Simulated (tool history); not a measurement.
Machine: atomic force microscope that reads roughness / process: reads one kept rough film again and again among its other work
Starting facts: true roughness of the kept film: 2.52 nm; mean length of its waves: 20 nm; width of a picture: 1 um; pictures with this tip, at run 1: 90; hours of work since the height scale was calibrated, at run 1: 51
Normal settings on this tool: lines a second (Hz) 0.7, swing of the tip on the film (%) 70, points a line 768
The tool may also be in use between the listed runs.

run,hour,lines a second (Hz),swing of the tip on the film (%),points a line,pictures with this tip,hours of work since the height scale was calibrated,roughness of the kept film (nm (root mean square))
1,0,0.7,70,768,90,51,1.754
2,11.5,0.7,70,768,101,57,1.71
3,23.3,0.7,70,640,113,64,1.671
4,30,0.7,70,640,119,68,1.644
5,35.1,0.7,70,640,125,71,1.614
6,43.2,0.7,70,640,132,75,1.602
7,54.7,0.7,55,768,144,82,1.605
8,65.7,0.7,66,768,155,88,1.551
# hour 78.1: new tip fitted
9,78.1,0.7,70,768,0,95,2.137
10,83.3,0.7,70,768,5,97,2.114
11,89,0.909,70,768,10,101,2.064
12,100.4,0.909,70,768,22,107,2.002
13,106,0.909,70,768,27,110,1.982
14,112.3,0.7,80,802,33,114,1.927
15,120,0.7,71,768,41,118,1.933
16,125.8,3.995,59,305,47,121,1.773
17,136.1,1.53,85,684,57,127,1.677
18,144.9,1.951,61,768,66,132,1.792
19,150.7,1.049,70,432,71,135,1.784

Each run again, without the hidden state but with its own random variation kept:
Unlogged tool condition in this case: radius of the tip, nm; height scale over the true one, %; drift of the gauge itself on roughness_nm, %.
run,roughness of the kept film (nm (root mean square))
1,2.167
2,2.164
3,2.166
4,2.157
5,2.148
6,2.16
7,2.212
8,2.181
9,2.157
10,2.162
11,2.14
12,2.138
13,2.146
14,2.116
15,2.163
16,2.014
17,1.949
18,2.123
19,2.133
